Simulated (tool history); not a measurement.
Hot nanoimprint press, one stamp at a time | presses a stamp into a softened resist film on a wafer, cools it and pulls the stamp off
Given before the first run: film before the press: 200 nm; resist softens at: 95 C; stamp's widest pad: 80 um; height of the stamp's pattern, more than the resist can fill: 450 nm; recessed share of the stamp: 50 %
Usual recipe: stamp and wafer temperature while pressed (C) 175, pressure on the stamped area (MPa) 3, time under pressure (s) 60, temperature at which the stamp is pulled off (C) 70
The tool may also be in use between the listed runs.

run	hour	stamp and wafer temperature while pressed (C)	pressure on the stamped area (MPa)	time under pressure (s)	temperature at which the stamp is pulled off (C)	resist left under the stamp's widest pad (nm)	greatest force while the stamp is pulled off (N)
1	0	175	3	60	70	69.9	153
# hour 41.6: plate thermocouple calibrated
2	46.4	175	3	60	70	68.7	154
3	94.7	175	3	60	70	69.2	157
4	171.1	175	4.66	60	70	55.5	176
5	220.8	175	4.66	60	70	54.4	183
# hour 273.8: stamp cleaned and given a new release coat
6	281.9	165	2.02	113	65	103.3	156
# hour 331.9: plate thermocouple calibrated, once more
7	353.3	169	2.69	60	73	102.6	151
8	430.7	169	2.69	60	73	102.3	167
9	496.2	169	2.69	60	73	102.4	175
# hour 551.6: stamp cleaned and given a new release coat
10	562.6	179	4.44	40	62	58.7	178

Predict each of these 4 candidate next runs independently; none follows another, all start after run 10:
# hour 577.6: press's hydraulic seals changed and the load cell set to zero
A	630.7	179	3.34	105	62	?	?
# hour 577.6: press's hydraulic seals changed and the load cell set to zero
B	630.7	179	2.71	40	56	?	?
# hour 577.6: press's hydraulic seals changed and the load cell set to zero
C	630.7	178	4.44	40	62	?	?
# hour 577.6: press's hydraulic seals changed and the load cell set to zero
D	630.7	175	4.53	60	64	?	?

run	resist left under the stamp's widest pad (nm)	greatest force while the stamp is pulled off (N)
A	44	182
B	72.9	196
C	60.6	183
D	58.5	182
Stripped of hidden state, with their random variation kept, the same runs would have yielded:
run	resist left under the stamp's widest pad (nm)	greatest force while the stamp is pulled off (N)
A	44.7	169
B	74.1	182
C	61.5	170
D	59.5	169
